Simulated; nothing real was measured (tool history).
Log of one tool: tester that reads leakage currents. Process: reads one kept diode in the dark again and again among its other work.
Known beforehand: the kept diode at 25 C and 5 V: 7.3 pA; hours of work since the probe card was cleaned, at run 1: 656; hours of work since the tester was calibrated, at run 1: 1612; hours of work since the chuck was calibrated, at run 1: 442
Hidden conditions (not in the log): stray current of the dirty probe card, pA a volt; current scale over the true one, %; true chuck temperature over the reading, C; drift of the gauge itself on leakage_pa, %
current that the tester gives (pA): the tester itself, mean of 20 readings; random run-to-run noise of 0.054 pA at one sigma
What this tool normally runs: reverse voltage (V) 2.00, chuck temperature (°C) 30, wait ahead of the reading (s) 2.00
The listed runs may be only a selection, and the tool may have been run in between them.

run	hour	reverse voltage (V)	chuck temperature (°C)	wait ahead of the reading (s)	hours of work since the probe card was cleaned	hours of work since the tester was calibrated	hours of work since the chuck was calibrated	current that the tester gives (pA)
1	0.0	2.00	30	2.00	656	1612	442	6.85
2	148.2	2.00	30	2.00	745	1701	531	6.86
3	226.2	2.00	21	2.00	792	1747	578	3.57
4	363.2	2.00	21	2.00	874	1830	660	3.53
5	475.2	2.00	30	2.00	941	1897	727	6.75
6	582.4	2.00	30	2.00	1005	1961	792	6.76
7	732.9	2.00	30	2.00	1096	2051	882	6.87
8	845.3	2.00	30	2.00	1163	2119	949	6.87
9	922.0	2.00	28	2.00	1209	2165	996	5.99
10	1032.3	2.00	28	2.00	1275	2231	1062	5.97
11	1147.1	2.00	30	7.91	1344	2300	1131	6.57
12	1299.1	2.00	30	7.91	1436	2391	1222	6.54
13	1464.5	2.00	30	7.91	1535	2491	1321	6.69
14	1563.7	2.00	30	7.91	1594	2550	1381	6.45
15	1638.7	2.00	39	2.00	1639	2595	1426	13.00
16	1782.4	2.00	39	2.00	1726	2681	1512	13.03
17	1926.8	2.00	39	2.00	1812	2768	1599	13.08
18	2036.3	2.00	30	2.00	1878	2834	1664	6.92
19	2115.2	2.00	30	2.00	1925	2881	1712	6.86
# hour 2236.6: chuck's temperature calibrated
20	2270.7	2.00	30	2.00	2017	2973	20	6.84
21	2419.0	1.73	32	0.77	2106	3062	109	7.62
22	2539.9	1.49	32	0.50	2179	3135	182	7.50
23	2663.7	2.73	21	1.50	2253	3209	256	4.43
24	2827.1	12.12	40	0.72	2351	3307	354	43.36
25	2969.2	10.44	34	0.59	2437	3392	440	28.47
26	3043.2	10.44	34	0.59	2481	3437	484	28.46
27	3125.2	2.00	39	0.49	2530	3486	533	14.37
28	3260.8	2.00	39	0.49	2612	3567	615	14.13
# hour 3360.2: probe card cleaned and baked
29	3366.7	3.15	31	0.80	4	3629	676	10.47
30	3442.5	3.15	31	0.80	49	3675	722	10.49
31	3538.5	3.15	31	0.80	107	3732	779	10.53
32	3667.7	3.16	21	0.54	185	3810	857	6.28
33	3754.6	1.10	30	7.73	237	3862	909	4.77
34	3883.6	1.10	30	7.73	314	3939	987	4.69
35	4050.4	8.98	40	7.73	414	4039	1087	31.62
36	4149.4	8.98	40	7.73	474	4099	1146	31.77
37	4271.5	6.50	21	1.20	547	4172	1219	8.24
38	4347.7	6.52	40	2.27	593	4218	1265	27.20
39	4494.7	6.52	40	2.27	681	4306	1353	27.15
# hour 4609.3: tester calibrated
40	4653.0	3.63	26	2.23	775	26	1447	7.21

Describe how what the log doesn't record of the tool's condition differs between the last listed run preceding each entry between runs and the first listed run following it.
Logged between run 19 and run 20: chuck's temperature calibrated (hour 2236.6)
  nothing in the hidden state changes from one run to the other
Logged between run 28 and run 29: probe card cleaned and baked (hour 3360.2)
  stray current of the dirty probe card, pA a volt: 0.024 -> 0.02
Logged between run 39 and run 40: tester calibrated (hour 4609.3)
  current scale over the true one, %: 0.01 -> 0
